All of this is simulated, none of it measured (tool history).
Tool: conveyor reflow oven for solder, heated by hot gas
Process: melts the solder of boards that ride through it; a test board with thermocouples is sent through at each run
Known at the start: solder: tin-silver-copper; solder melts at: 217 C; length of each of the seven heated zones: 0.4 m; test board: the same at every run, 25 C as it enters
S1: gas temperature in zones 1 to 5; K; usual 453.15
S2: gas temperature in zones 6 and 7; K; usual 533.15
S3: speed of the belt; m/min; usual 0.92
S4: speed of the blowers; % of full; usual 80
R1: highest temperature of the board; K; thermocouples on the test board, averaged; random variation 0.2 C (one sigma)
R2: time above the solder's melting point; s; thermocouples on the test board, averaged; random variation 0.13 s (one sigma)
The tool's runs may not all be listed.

run,day,S1,S2,S3,S4,R1,R2
1,0,453.15,533.15,0.92,80,519.25,38.6
# day 0.462: belt drive overhauled, speed set with a stopwatch
2,2.7,453.15,533.15,0.92,80,518.65,37.4
3,5.146,453.15,538.15,0.92,80,522.65,39.4
4,7.15,453.15,538.15,0.92,80,522.05,38.9
5,9.742,453.15,538.15,0.92,80,522.15,39
6,11.742,453.15,538.15,0.92,80,521.65,38.7
7,14.283,453.15,533.15,0.92,80,517.15,35.9
# day 14.888: flux residue cleaned out of gas plates and filters
# day 17.05: thermocouples of zones 6 and 7 changed
8,17.175,453.15,533.15,0.92,80,520.95,38.9
9,19.108,453.15,533.15,0.92,62,517.65,36
10,21.583,453.15,533.15,0.92,62,517.15,35.8
11,22.704,453.15,533.15,0.92,62,517.25,35.9
12,23.775,453.15,533.15,0.92,62,516.95,35.3
13,25.592,453.15,539.15,0.92,80,525.15,40.6
14,26.938,453.15,533.15,0.92,80,519.45,37.9
15,29.204,453.15,533.15,0.92,80,519.15,37.7
16,31.012,449.15,537.15,0.819,61,521.95,42.6
17,32.229,468.15,535.15,0.819,61,523.65,50.2
# day 34.075: flux residue cleaned out of gas plates and filters
18,34.842,468.15,535.15,0.819,61,524.25,51
19,37.05,438.15,536.15,0.988,61,513.75,27.2
20,38.85,438.15,536.15,0.988,61,513.85,26.7
21,39.992,438.15,536.15,0.988,61,513.55,26.8
22,41.058,453.15,547.15,1.011,80,529.15,38.3
23,43.642,439.15,525.15,1.092,57,498.95,11.8
24,46.125,453.15,531.15,1.064,80,512.75,27.9
25,47.554,446.15,533.15,0.804,65,518.65,41.1
26,49.271,461.15,533.15,0.804,65,520.75,47.6
27,50.475,464.15,533.15,0.92,78,520.15,41.5
# day 53.125: flux residue cleaned out of gas plates and filters
28,53.229,464.15,533.15,0.92,79,521.35,42.6
29,55.779,462.15,540.15,0.762,82,530.95,56.6

Measured less the same run without the tool's hidden state. The same run-to-run variation is in both; the gauge's scatter may not be:
The hidden state here: heat that the gas passes to the board, % of a clean oven's; belt's true speed, % of the reading; true gas temperature in zones 6 and 7 over the reading, C; drift of the gauge itself on peak_c, C; drift of the gauge itself on liquid_s, %.
run,R1,R2
1,-1.7,-0.5
2,-2.5,-1.7
3,-2.9,-1.7
4,-3.2,-1.9
5,-3.6,-2.1
6,-3.9,-2.4
7,-4.2,-3
8,-0.1,-0.2
9,-0.3,-0.4
10,-0.7,-0.7
11,-0.9,-0.7
12,-1,-0.9
13,-1.4,-0.9
14,-1.5,-1.2
15,-1.9,-1.4
16,-1.9,-1.4
17,-1.7,-1.1
18,-0.6,-0.2
19,-1,-0.7
20,-1.3,-0.9
21,-1.5,-1
22,-1.8,-0.7
23,-2.1,-2.2
24,-2.5,-1.8
25,-2.3,-1.8
26,-2.3,-1.4
27,-2.7,-1.5
28,-1.3,-0.4
29,-1.7,-0.4
